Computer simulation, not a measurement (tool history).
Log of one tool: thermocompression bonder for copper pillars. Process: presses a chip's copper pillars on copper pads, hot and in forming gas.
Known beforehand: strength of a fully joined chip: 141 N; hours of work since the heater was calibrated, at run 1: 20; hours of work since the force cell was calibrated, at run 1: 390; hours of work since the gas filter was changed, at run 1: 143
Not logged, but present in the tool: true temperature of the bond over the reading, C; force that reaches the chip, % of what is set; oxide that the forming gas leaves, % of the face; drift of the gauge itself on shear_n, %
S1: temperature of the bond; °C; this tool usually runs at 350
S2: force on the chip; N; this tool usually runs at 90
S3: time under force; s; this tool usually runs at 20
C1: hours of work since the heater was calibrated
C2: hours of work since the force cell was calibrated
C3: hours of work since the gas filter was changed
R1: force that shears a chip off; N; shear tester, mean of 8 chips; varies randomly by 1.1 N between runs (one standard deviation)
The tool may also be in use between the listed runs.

Run 1, day 0: usual settings; C1 20; C2 390; C3 143. Result: R1 89.3 N.
Run 2, day 0.404: usual settings; C1 24; C2 394; C3 147. Result: R1 89.6 N.
Run 3, day 0.717: usual settings; C1 28; C2 397; C3 150. Result: R1 89.6 N.
Run 4, day 0.988: usual settings; C1 30; C2 400; C3 153. Result: R1 90.7 N.
Run 5, day 1.283: usual settings; C1 33; C2 403; C3 156. Result: R1 90.3 N.
Run 6, day 1.708: usual settings; C1 37; C2 407; C3 160. Result: R1 89.1 N.
Run 7, day 2.196: usual settings; C1 42; C2 412; C3 165. Result: R1 88.6 N.
Run 8, day 2.571: usual settings; C1 46; C2 416; C3 169. Result: R1 90 N.
Run 9, day 2.812: usual settings; C1 48; C2 418; C3 171. Result: R1 89.6 N.
Run 10, day 3.2: usual settings; C1 52; C2 422; C3 175. Result: R1 88.8 N.
Run 11, day 3.579: usual settings but S3 38 s; C1 56; C2 426; C3 179. Result: R1 104.8 N.
Run 12, day 3.867: usual settings but S3 38 s; C1 59; C2 429; C3 182. Result: R1 104.1 N.
Run 13, day 4.204: usual settings but S2 111 N, S3 22 s; C1 62; C2 432; C3 185. Result: R1 104.3 N.
Run 14, day 4.675: usual settings but S1 337 °C, S2 65 N, S3 56 s; C1 67; C2 437; C3 190. Result: R1 81.8 N.
Run 15, day 5.192: usual settings but S1 330 °C, S3 27 s; C1 72; C2 442; C3 195. Result: R1 80.3 N.
Run 16, day 5.517: usual settings but S1 356 °C, S3 16 s; C1 75; C2 445; C3 198. Result: R1 86.2 N.
Run 17, day 5.8: usual settings but S1 351 °C, S2 110 N, S3 16 s; C1 78; C2 448; C3 201. Result: R1 95.3 N.
Run 18, day 6.329: usual settings but S1 357 °C, S2 66 N, S3 16 s; C1 83; C2 453; C3 206. Result: R1 67.9 N.
Run 19, day 6.658: usual settings but S2 97 N, S3 25 s; C1 87; C2 457; C3 210. Result: R1 98.9 N.

Measured less the same run without the tool's hidden state. The same run-to-run variation is in both; the gauge's scatter may not be:
run    R1
  1  -2.5
  2  -2.6
  3  -2.6
  4  -2.7
  5  -2.8
  6  -2.9
  7  -3.1
  8  -3.2
  9  -3.2
 10  -3.3
 11  -4.2
 12  -4.3
 13  -4.4
 14  -3.4
 15  -3.4
 16  -3.8
 17  -4.4
 18  -2.9
 19  -4.9

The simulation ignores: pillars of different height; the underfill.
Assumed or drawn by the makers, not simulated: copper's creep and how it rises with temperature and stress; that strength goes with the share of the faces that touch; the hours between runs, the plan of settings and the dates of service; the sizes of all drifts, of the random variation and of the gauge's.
